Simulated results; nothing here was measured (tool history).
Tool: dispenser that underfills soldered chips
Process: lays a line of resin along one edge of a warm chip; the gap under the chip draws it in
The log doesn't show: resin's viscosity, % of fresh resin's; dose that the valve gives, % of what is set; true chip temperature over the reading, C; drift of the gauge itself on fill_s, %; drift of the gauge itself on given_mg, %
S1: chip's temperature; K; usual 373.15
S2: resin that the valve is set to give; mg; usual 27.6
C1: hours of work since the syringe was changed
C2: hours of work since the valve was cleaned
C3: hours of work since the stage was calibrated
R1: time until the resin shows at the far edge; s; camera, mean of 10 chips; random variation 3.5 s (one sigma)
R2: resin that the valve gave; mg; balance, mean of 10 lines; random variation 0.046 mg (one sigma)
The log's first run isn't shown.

-- hour=1.4 new syringe of resin
-- hour=12.7 new syringe of resin
run 2 hour=18.2 | S1=373.15 S2=32.5 | C1=4 C2=59 C3=323 | R1=449.6 R2=31.29
-- hour=21.6 dispensing valve cleaned and set on the balance
-- hour=25.2 new syringe of resin
run 3 hour=27.7 | S1=373.15 S2=32.5 | C1=2 C2=4 C3=329 | R1=412.8 R2=32.48
-- hour=37 new syringe of resin
run 4 hour=39.5 | S1=373.15 S2=27.6 | C1=2 C2=13 C3=337 | R1=419.2 R2=27.48
-- hour=48.9 new syringe of resin
run 5 hour=48.9 | S1=373.15 S2=27.6 | C1=0 C2=19 C3=344 | R1=384.3 R2=27.33
run 6 hour=56.1 | S1=373.15 S2=27.6 | C1=5 C2=25 C3=349 | R1=466 R2=27.31
-- hour=61.1 new syringe of resin
run 7 hour=66.3 | S1=373.15 S2=28.1 | C1=4 C2=32 C3=357 | R1=447.4 R2=27.59
-- hour=72.8 new syringe of resin
run 8 hour=75.6 | S1=373.15 S2=27.6 | C1=2 C2=39 C3=363 | R1=418.3 R2=26.94
-- hour=84.4 new syringe of resin
run 9 hour=87.1 | S1=376.15 S2=27.6 | C1=2 C2=47 C3=371 | R1=380.6 R2=26.86
-- hour=95.7 new syringe of resin
run 10 hour=101.7 | S1=373.15 S2=27.6 | C1=4 C2=57 C3=382 | R1=462.5 R2=26.69
-- hour=107.7 new syringe of resin
-- hour=108.7 dispensing valve cleaned and set on the balance
run 11 hour=118.5 | S1=373.15 S2=27.6 | C1=7 C2=7 C3=393 | R1=521.8 R2=27.38
-- hour=119.8 new syringe of resin
-- hour=131.5 new syringe of resin
run 12 hour=135.8 | S1=373.15 S2=29.4 | C1=3 C2=19 C3=406 | R1=435 R2=28.95
-- hour=143.5 new syringe of resin
run 13 hour=149.1 | S1=373.15 S2=25.3 | C1=4 C2=29 C3=415 | R1=470.1 R2=24.77
-- hour=154.9 new syringe of resin
run 14 hour=160.7 | S1=373.15 S2=25.3 | C1=4 C2=37 C3=423 | R1=482.4 R2=24.72
-- hour=167.2 new syringe of resin
run 15 hour=174.3 | S1=373.15 S2=25.3 | C1=5 C2=47 C3=433 | R1=489.7 R2=24.54
-- hour=178.5 new syringe of resin
-- hour=190.2 new syringe of resin
run 16 hour=191.7 | S1=369.15 S2=27.6 | C1=1 C2=59 C3=446 | R1=483.2 R2=26.56
-- hour=195 dispensing valve cleaned and set on the balance
-- hour=202.6 new syringe of resin
run 17 hour=208.2 | S1=369.15 S2=27.6 | C1=4 C2=9 C3=457 | R1=551.4 R2=27.45
-- hour=214.9 new syringe of resin
run 18 hour=221.2 | S1=369.15 S2=27.6 | C1=5 C2=19 C3=466 | R1=558.7 R2=27.39
-- hour=226.4 new syringe of resin
run 19 hour=233.7 | S1=385.15 S2=28.9 | C1=5 C2=28 C3=475 | R1=312.3 R2=28.45
-- hour=238.2 new syringe of resin
run 20 hour=242 | S1=369.15 S2=28.5 | C1=3 C2=34 C3=481 | R1=524.2 R2=27.96

Forecast run 21:
-- hour=250.2 new syringe of resin
run 21 hour=250.2 | S1=369.15 S2=28.5 | C1=0 C2=39 C3=487 | R1=? R2=?

Run 21 gave R1 472.5 s, R2 27.86 mg.
Without the tool's hidden state the same run would have given R1 406.7 s, R2 28.48 mg.
